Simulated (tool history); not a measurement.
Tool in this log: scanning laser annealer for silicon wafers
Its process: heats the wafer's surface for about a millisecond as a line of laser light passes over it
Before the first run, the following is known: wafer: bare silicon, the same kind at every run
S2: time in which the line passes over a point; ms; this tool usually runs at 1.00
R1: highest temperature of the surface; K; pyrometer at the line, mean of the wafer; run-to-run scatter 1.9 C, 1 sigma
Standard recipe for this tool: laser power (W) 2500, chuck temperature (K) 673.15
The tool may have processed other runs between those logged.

{"run": 1, "hour": 0.0, "laser power (W)": 2500, "S2": 1.0, "chuck temperature (K)": 673.15, "R1": 1409.15}
{"run": 2, "hour": 33.1, "laser power (W)": 2500, "S2": 1.0, "chuck temperature (K)": 673.15, "R1": 1412.15}
{"run": 3, "hour": 62.9, "laser power (W)": 2500, "S2": 1.0, "chuck temperature (K)": 673.15, "R1": 1404.15}
{"run": 4, "hour": 99.1, "laser power (W)": 2500, "S2": 1.0, "chuck temperature (K)": 673.15, "R1": 1401.15}
{"run": 5, "hour": 133.4, "laser power (W)": 2500, "S2": 1.0, "chuck temperature (K)": 673.15, "R1": 1404.15}
{"run": 6, "hour": 159.6, "laser power (W)": 2500, "S2": 1.0, "chuck temperature (K)": 673.15, "R1": 1400.15}
{"run": 7, "hour": 194.2, "laser power (W)": 2500, "S2": 1.0, "chuck temperature (K)": 673.15, "R1": 1395.15}
{"run": 8, "hour": 222.1, "laser power (W)": 2500, "S2": 1.0, "chuck temperature (K)": 673.15, "R1": 1395.15}
{"hour": 227.0, "done": "window over the wafer cleaned"}
{"run": 9, "hour": 247.0, "laser power (W)": 2500, "S2": 1.0, "chuck temperature (K)": 673.15, "R1": 1367.15}
{"run": 10, "hour": 287.9, "laser power (W)": 2436, "S2": 1.19, "chuck temperature (K)": 709.15, "R1": 1430.15}
{"run": 11, "hour": 322.3, "laser power (W)": 2436, "S2": 1.19, "chuck temperature (K)": 709.15, "R1": 1428.15}
{"run": 12, "hour": 362.8, "laser power (W)": 2717, "S2": 0.84, "chuck temperature (K)": 669.15, "R1": 1375.15}
{"run": 13, "hour": 386.7, "laser power (W)": 2717, "S2": 0.97, "chuck temperature (K)": 638.15, "R1": 1388.15}
{"run": 14, "hour": 405.7, "laser power (W)": 2717, "S2": 0.97, "chuck temperature (K)": 638.15, "R1": 1389.15}
{"hour": 411.3, "done": "window over the wafer cleaned, once more"}
{"run": 15, "hour": 443.8, "laser power (W)": 2192, "S2": 1.01, "chuck temperature (K)": 673.15, "R1": 1321.15}
{"run": 16, "hour": 474.6, "laser power (W)": 2192, "S2": 0.74, "chuck temperature (K)": 673.15, "R1": 1234.15}

Below are 4 alternative next runs, each starting from the tool's condition after run 16. Predict each:
{"run": "A", "hour": 494.5, "laser power (W)": 2132, "S2": 1.04, "chuck temperature (K)": 673.15, "R1": "?"}
{"run": "B", "hour": 494.5, "laser power (W)": 2500, "S2": 0.85, "chuck temperature (K)": 673.15, "R1": "?"}
{"run": "C", "hour": 494.5, "laser power (W)": 2192, "S2": 0.74, "chuck temperature (K)": 635.15, "R1": "?"}
{"run": "D", "hour": 494.5, "laser power (W)": 2500, "S2": 1.0, "chuck temperature (K)": 658.15, "R1": "?"}

run=A R1=1305.15
run=B R1=1386.15
run=C R1=1197.15
run=D R1=1428.15
Stripped of hidden state, with their random variation kept, the same runs would have yielded:
run=A R1=1320.15
run=B R1=1403.15
run=C R1=1210.15
run=D R1=1446.15
